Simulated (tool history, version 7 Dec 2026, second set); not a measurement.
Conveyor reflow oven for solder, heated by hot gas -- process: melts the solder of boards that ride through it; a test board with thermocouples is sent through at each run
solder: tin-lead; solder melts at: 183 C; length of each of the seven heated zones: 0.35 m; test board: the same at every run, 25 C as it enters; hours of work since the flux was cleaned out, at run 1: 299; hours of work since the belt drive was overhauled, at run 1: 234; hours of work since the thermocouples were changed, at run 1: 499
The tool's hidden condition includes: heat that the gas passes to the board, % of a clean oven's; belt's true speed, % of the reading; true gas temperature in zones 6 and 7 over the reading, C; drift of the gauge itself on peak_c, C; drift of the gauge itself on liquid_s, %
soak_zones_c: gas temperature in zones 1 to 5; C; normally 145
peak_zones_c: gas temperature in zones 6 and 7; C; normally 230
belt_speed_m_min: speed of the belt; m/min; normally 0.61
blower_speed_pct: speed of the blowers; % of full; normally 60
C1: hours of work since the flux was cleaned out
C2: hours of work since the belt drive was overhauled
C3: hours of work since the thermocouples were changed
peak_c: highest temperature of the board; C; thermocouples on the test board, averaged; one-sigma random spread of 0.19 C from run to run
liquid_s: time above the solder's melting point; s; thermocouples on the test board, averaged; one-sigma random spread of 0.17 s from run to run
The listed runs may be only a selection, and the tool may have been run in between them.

Run 1, hour 0: usual settings; C1 299; C2 234; C3 499. Result: peak_c 207.8 C, liquid_s 44.8 s.
Run 2, hour 17.1: usual settings but belt_speed_m_min 0.633 m/min; C1 310; C2 246; C3 511. Result: peak_c 206.4 C, liquid_s 41.8 s.
Run 3, hour 31.9: usual settings but belt_speed_m_min 0.633 m/min; C1 321; C2 256; C3 521. Result: peak_c 206.2 C, liquid_s 41.6 s.
Run 4, hour 49.1: usual settings; C1 332; C2 268; C3 533. Result: peak_c 207.5 C, liquid_s 44.9 s.
Run 5, hour 58.5: usual settings but soak_zones_c 159 C; C1 339; C2 274; C3 540. Result: peak_c 210.7 C, liquid_s 53.9 s.
At hour 67.7: thermocouples of zones 6 and 7 changed.
Run 6, hour 70.7: usual settings but soak_zones_c 159 C; C1 346; C2 281; C3 2. Result: peak_c 211.7 C, liquid_s 55.2 s.
Run 7, hour 83.4: usual settings but belt_speed_m_min 0.543 m/min; C1 355; C2 290; C3 11. Result: peak_c 212.4 C, liquid_s 56.4 s.
Run 8, hour 92.4: usual settings but peak_zones_c 224 C, belt_speed_m_min 0.543 m/min; C1 361; C2 296; C3 17. Result: peak_c 206.9 C, liquid_s 51.1 s.
At hour 98.7: flux residue cleaned out of gas plates and filters.
Run 9, hour 105: usual settings; C1 4; C2 301; C3 22. Result: peak_c 210.6 C, liquid_s 48 s.
Run 10, hour 117.9: usual settings; C1 13; C2 310; C3 31. Result: peak_c 210.4 C, liquid_s 48.1 s.
Run 11, hour 128.1: usual settings; C1 20; C2 317; C3 38. Result: peak_c 210.4 C, liquid_s 48 s.
At hour 132.9: belt drive overhauled, speed set with a stopwatch.
Run 12, hour 140: usual settings; C1 26; C2 5; C3 44. Result: peak_c 210.1 C, liquid_s 48.4 s.
Run 13, hour 152: usual settings but soak_zones_c 158 C, belt_speed_m_min 0.643 m/min, blower_speed_pct 83 % of full; C1 34; C2 13; C3 52. Result: peak_c 215.7 C, liquid_s 55.6 s.
Run 14, hour 164.9: usual settings but soak_zones_c 158 C, belt_speed_m_min 0.643 m/min, blower_speed_pct 83 % of full; C1 43; C2 22; C3 61. Result: peak_c 215.8 C, liquid_s 55.5 s.
At hour 174: belt drive overhauled, speed set with a stopwatch, once more.
Run 15, hour 184.5: usual settings but soak_zones_c 158 C, belt_speed_m_min 0.643 m/min, blower_speed_pct 83 % of full; C1 54; C2 7; C3 72. Result: peak_c 215.2 C, liquid_s 54.6 s.
Run 16, hour 201.8: usual settings but blower_speed_pct 84 % of full; C1 66; C2 19; C3 83. Result: peak_c 214.4 C, liquid_s 51.8 s.
Run 17, hour 210.7: usual settings but peak_zones_c 221 C, blower_speed_pct 82 % of full; C1 72; C2 25; C3 90. Result: peak_c 206.7 C, liquid_s 45.1 s.
Run 18, hour 227.3: usual settings but soak_zones_c 148 C, peak_zones_c 221 C, blower_speed_pct 76 % of full; C1 83; C2 37; C3 101. Result: peak_c 205.8 C, liquid_s 45.8 s.
Run 19, hour 242.1: usual settings but blower_speed_pct 55 % of full; C1 93; C2 47; C3 111. Result: peak_c 208 C, liquid_s 45 s.
Run 20, hour 258.5: usual settings but blower_speed_pct 55 % of full; C1 105; C2 58; C3 123. Result: peak_c 208.1 C, liquid_s 44.9 s.
Run 21, hour 266.4: usual settings but peak_zones_c 241 C, blower_speed_pct 62 % of full; C1 110; C2 64; C3 128. Result: peak_c 218.4 C, liquid_s 53.6 s.
Run 22, hour 280.6: usual settings but peak_zones_c 241 C, blower_speed_pct 62 % of full; C1 120; C2 74; C3 138. Result: peak_c 218.2 C, liquid_s 54 s.
Run 23, hour 293.9: usual settings but soak_zones_c 154 C, peak_zones_c 241 C, blower_speed_pct 62 % of full; C1 129; C2 83; C3 147. Result: peak_c 220.6 C, liquid_s 58.6 s.
Run 24, hour 304.1: usual settings but soak_zones_c 159 C, belt_speed_m_min 0.576 m/min; C1 136; C2 90; C3 154. Result: peak_c 213.6 C, liquid_s 60.3 s.

Alternative continuations, all from the tool just after run 24; predict every row:
Run A, hour 317.2: usual settings but soak_zones_c 159 C, belt_speed_m_min 0.576 m/min, blower_speed_pct 83 % of full; C1 145; C2 99; C3 163. Result: peak_c ?, liquid_s ?.
Run B, hour 317.2: usual settings but belt_speed_m_min 0.571 m/min; C1 145; C2 99; C3 163. Result: peak_c ?, liquid_s ?.
Run C, hour 317.2: usual settings but soak_zones_c 159 C, peak_zones_c 225 C, belt_speed_m_min 0.642 m/min; C1 145; C2 99; C3 163. Result: peak_c ?, liquid_s ?.
Run D, hour 317.2: usual settings but soak_zones_c 150 C, belt_speed_m_min 0.602 m/min, blower_speed_pct 59 % of full; C1 145; C2 99; C3 163. Result: peak_c ?, liquid_s ?.
Run E, hour 317.2: usual settings but soak_zones_c 155 C, belt_speed_m_min 0.57 m/min; C1 145; C2 99; C3 163. Result: peak_c ?, liquid_s ?.

run  peak_c  liquid_s
  A   217.6      63.6
  B   211.1        52
  C   206.5      47.5
  D   210.5      50.2
  E   213.1      58.4
Without the tool's hidden state the same runs would have given:
run  peak_c  liquid_s
  A   219.1      64.5
  B   212.7      53.5
  C   207.9      48.9
  D     212      51.6
  E   214.6      59.6
